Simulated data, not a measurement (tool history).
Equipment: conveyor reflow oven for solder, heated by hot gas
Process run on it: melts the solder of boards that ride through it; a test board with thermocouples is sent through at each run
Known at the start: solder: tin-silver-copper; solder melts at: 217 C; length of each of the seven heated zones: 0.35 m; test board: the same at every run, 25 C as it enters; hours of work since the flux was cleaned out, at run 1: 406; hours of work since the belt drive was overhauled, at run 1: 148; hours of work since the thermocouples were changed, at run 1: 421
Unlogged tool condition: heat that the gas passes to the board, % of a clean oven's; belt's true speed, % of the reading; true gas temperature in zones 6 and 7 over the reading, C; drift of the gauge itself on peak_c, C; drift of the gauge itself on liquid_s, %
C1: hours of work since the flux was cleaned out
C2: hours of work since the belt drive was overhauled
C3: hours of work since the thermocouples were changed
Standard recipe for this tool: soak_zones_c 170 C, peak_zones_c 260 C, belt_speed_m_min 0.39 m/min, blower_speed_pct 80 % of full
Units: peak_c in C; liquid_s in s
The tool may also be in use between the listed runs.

Run 1, hour 0: usual settings; C1 406; C2 148; C3 421. Result: peak_c 247.4 C, liquid_s 75.1 s.
Run 2, hour 5.6: usual settings; C1 409; C2 151; C3 424. Result: peak_c 247.3 C, liquid_s 74.9 s.
Run 3, hour 11.6: usual settings; C1 412; C2 154; C3 427. Result: peak_c 247.5 C, liquid_s 75.2 s.
Run 4, hour 22.1: usual settings but peak_zones_c 249 C; C1 418; C2 159; C3 433. Result: peak_c 237.8 C, liquid_s 61.7 s.
Run 5, hour 28.6: usual settings but peak_zones_c 249 C; C1 421; C2 163; C3 436. Result: peak_c 237.8 C, liquid_s 62.3 s.
Run 6, hour 33.7: usual settings but peak_zones_c 249 C; C1 424; C2 165; C3 439. Result: peak_c 237.7 C, liquid_s 62.3 s.
Run 7, hour 40.9: usual settings but peak_zones_c 249 C; C1 428; C2 169; C3 442. Result: peak_c 237.9 C, liquid_s 62 s.
Run 8, hour 48.4: usual settings but blower_speed_pct 70 % of full; C1 432; C2 173; C3 446. Result: peak_c 246.8 C, liquid_s 72.9 s.
Run 9, hour 58.7: usual settings; C1 437; C2 179; C3 452. Result: peak_c 247.6 C, liquid_s 75.4 s.
Run 10, hour 66.3: usual settings; C1 441; C2 182; C3 456. Result: peak_c 247.5 C, liquid_s 74.9 s.
Run 11, hour 75.2: usual settings but soak_zones_c 163 C; C1 446; C2 187; C3 460. Result: peak_c 246.6 C, liquid_s 70.8 s.
Run 12, hour 79.9: usual settings but soak_zones_c 163 C; C1 448; C2 190; C3 463. Result: peak_c 246.5 C, liquid_s 70.4 s.
Run 13, hour 88.8: usual settings but soak_zones_c 163 C, belt_speed_m_min 0.332 m/min; C1 453; C2 194; C3 467. Result: peak_c 250.4 C, liquid_s 91.3 s.
Run 14, hour 93.9: usual settings but soak_zones_c 163 C, belt_speed_m_min 0.361 m/min, blower_speed_pct 67 % of full; C1 455; C2 197; C3 470. Result: peak_c 247.4 C, liquid_s 76.4 s.
Run 15, hour 102.4: usual settings but peak_zones_c 270 C, belt_speed_m_min 0.344 m/min; C1 460; C2 201; C3 475. Result: peak_c 259.6 C, liquid_s 98.8 s.
Run 16, hour 110.2: usual settings but peak_zones_c 270 C, belt_speed_m_min 0.344 m/min; C1 464; C2 205; C3 479. Result: peak_c 259.4 C, liquid_s 99.1 s.
Run 17, hour 118: usual settings but peak_zones_c 270 C, belt_speed_m_min 0.344 m/min; C1 468; C2 210; C3 483. Result: peak_c 259.6 C, liquid_s 98.9 s.
Run 18, hour 124.3: usual settings but soak_zones_c 159 C, belt_speed_m_min 0.37 m/min; C1 471; C2 213; C3 486. Result: peak_c 247 C, liquid_s 73.7 s.
Run 19, hour 132.8: usual settings but soak_zones_c 159 C, peak_zones_c 251 C, belt_speed_m_min 0.378 m/min; C1 476; C2 217; C3 490. Result: peak_c 238.3 C, liquid_s 61.1 s.
Run 20, hour 142.1: usual settings but soak_zones_c 182 C, peak_zones_c 257 C, belt_speed_m_min 0.466 m/min, blower_speed_pct 67 % of full; C1 481; C2 222; C3 495. Result: peak_c 239.7 C, liquid_s 56.8 s.
Run 21, hour 151.8: usual settings but soak_zones_c 182 C, peak_zones_c 257 C, belt_speed_m_min 0.466 m/min, blower_speed_pct 67 % of full; C1 486; C2 227; C3 500. Result: peak_c 239.5 C, liquid_s 57.1 s.
Run 22, hour 159.7: usual settings but soak_zones_c 174 C, peak_zones_c 262 C, belt_speed_m_min 0.446 m/min, blower_speed_pct 73 % of full; C1 490; C2 231; C3 505. Result: peak_c 244.8 C, liquid_s 61.9 s.
Run 23, hour 164.9: usual settings but soak_zones_c 174 C, peak_zones_c 262 C, belt_speed_m_min 0.446 m/min, blower_speed_pct 73 % of full; C1 493; C2 234; C3 507. Result: peak_c 244.6 C, liquid_s 62.6 s.
At hour 173.5: flux residue cleaned out of gas plates and filters.
Run 24, hour 179.5: usual settings but soak_zones_c 179 C; C1 3; C2 239; C3 512. Result: peak_c 248.2 C, liquid_s 81.7 s.
Run 25, hour 185.6: usual settings but peak_zones_c 271 C, belt_speed_m_min 0.367 m/min, blower_speed_pct 70 % of full; C1 6; C2 242; C3 515. Result: peak_c 258.1 C, liquid_s 89.3 s.

Consider 3 possible next runs. They are alternatives, not a sequence: every one starts from the tool as it was left by run 25. What does each give?
Run A, hour 195.7: usual settings but soak_zones_c 174 C; C1 12; C2 248; C3 521. Result: peak_c ?, liquid_s ?.
Run B, hour 195.7: usual settings; C1 12; C2 248; C3 521. Result: peak_c ?, liquid_s ?.
Run C, hour 195.7: usual settings but belt_speed_m_min 0.315 m/min; C1 12; C2 248; C3 521. Result: peak_c ?, liquid_s ?.

run  peak_c  liquid_s
  A     248      78.5
  B   247.2      74.1
  C   252.2     103.1
Without the tool's unlogged condition, the same runs would have read:
run  peak_c  liquid_s
  A     248      78.4
  B   247.2      74.1
  C   252.2       103
